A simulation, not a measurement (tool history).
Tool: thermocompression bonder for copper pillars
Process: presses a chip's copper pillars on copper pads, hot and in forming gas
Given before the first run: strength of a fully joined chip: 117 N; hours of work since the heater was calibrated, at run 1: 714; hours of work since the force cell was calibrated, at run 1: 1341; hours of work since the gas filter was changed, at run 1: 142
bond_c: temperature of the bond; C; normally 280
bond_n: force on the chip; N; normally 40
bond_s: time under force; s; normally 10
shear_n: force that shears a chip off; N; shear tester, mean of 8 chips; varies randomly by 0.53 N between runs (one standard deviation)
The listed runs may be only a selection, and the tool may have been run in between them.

run	hour	bond_c	bond_n	bond_s	hours of work since the heater was calibrated	hours of work since the force cell was calibrated	hours of work since the gas filter was changed	shear_n
1	0	280	40	10	714	1341	142	60.9
2	43	280	40	10	744	1371	172	60.4
3	76.1	280	40	10	768	1395	195	59.5
4	126.4	280	40	10	803	1430	231	60
5	161.4	300	40	10	827	1455	255	68.4
# hour 191.2: forming gas filter changed
6	215.8	292	40	10	865	1492	17	66
7	248.2	292	40	10	888	1515	40	67.2
8	303.4	292	40	10	927	1554	79	67.5
# hour 336.9: force cell calibrated
9	346.5	280	43	10	956	7	108	65.3
10	405.3	280	43	10	998	48	150	65.4
11	474.4	280	43	16	1046	97	198	74.9
12	515.9	265	40	10	1075	126	227	57.1
# hour 534: heater calibrated with a thermocouple chip
13	577.1	265	40	10	30	168	269	51.8
# hour 587.4: forming gas filter changed
14	624.8	293	40	17	63	201	26	77.1
15	661.4	293	40	17	89	227	52	76.6
# hour 681.7: force cell calibrated, once more
16	715.3	280	40	10	126	24	89	55.8
17	781.8	284	33	10	173	70	136	49.8
18	824	255	38	7	203	100	165	36.6
19	892.8	266	25	7	251	148	214	29.9
20	941.4	302	54	20	285	183	248	90.5

Forecast each of these 4 alternatives for the next run:
# hour 982.4: forming gas filter changed
A	1003.5	264	36	20	328	226	15	?
# hour 982.4: forming gas filter changed
B	1003.5	302	54	5	328	226	15	?
# hour 982.4: forming gas filter changed
C	1003.5	302	56	20	328	226	15	?
# hour 982.4: forming gas filter changed
D	1003.5	305	40	28	328	226	15	?

run	shear_n
A	59.2
B	63.3
C	92.9
D	89.9
Without the tool's unlogged condition, the same runs would have read:
run	shear_n
A	57.1
B	61.3
C	91.3
D	88.1

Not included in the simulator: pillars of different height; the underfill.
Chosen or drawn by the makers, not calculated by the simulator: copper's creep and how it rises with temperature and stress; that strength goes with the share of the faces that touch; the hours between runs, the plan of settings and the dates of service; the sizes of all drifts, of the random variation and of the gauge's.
